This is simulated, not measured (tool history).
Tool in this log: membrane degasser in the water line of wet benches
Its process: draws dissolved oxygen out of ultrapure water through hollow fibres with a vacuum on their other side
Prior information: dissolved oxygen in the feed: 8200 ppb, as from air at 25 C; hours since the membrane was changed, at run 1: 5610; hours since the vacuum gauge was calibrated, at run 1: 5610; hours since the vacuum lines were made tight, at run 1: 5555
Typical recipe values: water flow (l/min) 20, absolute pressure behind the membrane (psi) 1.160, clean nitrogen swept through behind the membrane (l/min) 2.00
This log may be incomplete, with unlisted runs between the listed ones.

| run | hour | water flow (l/min) | absolute pressure behind the membrane (psi) | clean nitrogen swept through behind the membrane (l/min) | hours since the membrane was changed | hours since the vacuum gauge was calibrated | hours since the vacuum lines were made tight | dissolved oxygen in the water behind the degasser (ppb) | pressure that the water loses in the fibres (psi) |
|---|---|---|---|---|---|---|---|---|---|
| 1 | 0.0 | 20 | 1.160 | 2.00 | 5610 | 5610 | 5555 | 295.4 | 8.533 |
| 2 | 116.5 | 20 | 1.160 | 2.00 | 5726 | 5726 | 5672 | 294.0 | 8.649 |
| 3 | 213.4 | 20 | 1.160 | 2.00 | 5823 | 5823 | 5769 | 293.9 | 8.636 |
| 4 | 312.6 | 13 | 1.160 | 2.00 | 5922 | 5922 | 5868 | 110.7 | 5.581 |
| 5 | 450.7 | 13 | 1.160 | 2.00 | 6060 | 6060 | 6006 | 113.5 | 5.577 |
| 6 | 527.1 | 13 | 1.160 | 2.00 | 6137 | 6137 | 6082 | 111.7 | 5.522 |
| 7 | 599.8 | 13 | 1.160 | 2.00 | 6209 | 6209 | 6155 | 114.3 | 5.520 |
| 8 | 693.3 | 13 | 1.160 | 2.00 | 6303 | 6303 | 6249 | 112.8 | 5.569 |
| 9 | 803.5 | 13 | 1.160 | 2.00 | 6413 | 6413 | 6359 | 113.1 | 5.551 |
|  | 861.5 | vacuum gauge calibrated |
| 10 | 881.2 | 27 | 1.160 | 2.00 | 6490 | 20 | 6436 | 558.4 | 11.538 |
| 11 | 984.6 | 27 | 1.160 | 2.00 | 6594 | 123 | 6539 | 564.8 | 11.538 |
|  | 1102.5 | seals of the vacuum lines changed |
| 12 | 1102.5 | 27 | 1.160 | 2.00 | 6710 | 239 | 0 | 570.4 | 11.499 |
| 13 | 1230.2 | 27 | 1.160 | 1.06 | 6837 | 367 | 128 | 663.5 | 11.528 |
| 14 | 1386.1 | 27 | 1.160 | 1.06 | 6993 | 523 | 284 | 666.5 | 11.429 |
| 15 | 1500.0 | 27 | 1.160 | 1.06 | 7107 | 636 | 398 | 656.5 | 11.391 |
| 16 | 1574.4 | 27 | 1.160 | 1.06 | 7181 | 711 | 472 | 650.8 | 11.358 |
| 17 | 1729.1 | 27 | 1.411 | 3.65 | 7336 | 866 | 627 | 536.2 | 11.446 |
|  | 1887.1 | gauge calibrated |
| 18 | 1898.0 | 17 | 1.411 | 0.93 | 7505 | 1034 | 795 | 363.4 | 7.295 |
| 19 | 1990.9 | 14 | 1.411 | 1.07 | 7598 | 1127 | 888 | 239.1 | 6.070 |
| 20 | 2097.5 | 14 | 0.922 | 1.07 | 7705 | 1234 | 995 | 147.5 | 6.054 |
| 21 | 2191.5 | 14 | 0.922 | 1.07 | 7799 | 1328 | 1089 | 148.1 | 6.058 |
| 22 | 2279.2 | 14 | 0.922 | 1.07 | 7886 | 1416 | 1177 | 148.2 | 6.035 |
| 23 | 2353.2 | 18 | 1.379 | 2.69 | 7960 | 1490 | 1251 | 235.6 | 7.787 |
| 24 | 2482.3 | 15 | 1.978 | 0.89 | 8089 | 1619 | 1380 | 443.4 | 6.486 |
| 25 | 2623.9 | 15 | 1.978 | 0.89 | 8231 | 1760 | 1521 | 454.8 | 6.419 |
| 26 | 2782.9 | 20 | 1.157 | 1.73 | 8390 | 1919 | 1680 | 307.5 | 8.580 |
| 27 | 2871.3 | 20 | 1.157 | 1.73 | 8478 | 2008 | 1769 | 308.3 | 8.512 |
| 28 | 3000.9 | 20 | 1.157 | 1.73 | 8608 | 2137 | 1898 | 304.1 | 8.527 |
| 29 | 3167.9 | 32 | 1.160 | 2.00 | 8775 | 2304 | 2065 | 793.0 | 13.571 |

Forecast each of these 4 alternatives for the next run:
| A | 3314.9 | 32 | 2.563 | 1.10 | 8922 | 2451 | 2212 | ? | ? |
| B | 3314.9 | 20 | 0.922 | 0.89 | 8922 | 2451 | 2212 | ? | ? |
| C | 3314.9 | 20 | 1.079 | 1.41 | 8922 | 2451 | 2212 | ? | ? |
| D | 3314.9 | 13 | 0.895 | 2.14 | 8922 | 2451 | 2212 | ? | ? |

| run | dissolved oxygen in the water behind the degasser (ppb) | pressure that the water loses in the fibres (psi) |
|---|---|---|
| A | 1318.8 | 13.536 |
| B | 336.6 | 8.422 |
| C | 320.6 | 8.390 |
| D | 80.2 | 5.511 |
Take away the tool's hidden state, keep each run's random variation, and the runs would have read:
| run | dissolved oxygen in the water behind the degasser (ppb) | pressure that the water loses in the fibres (psi) |
|---|---|---|
| A | 1317.2 | 13.802 |
| B | 335.7 | 8.588 |
| C | 319.8 | 8.556 |
| D | 79.9 | 5.620 |
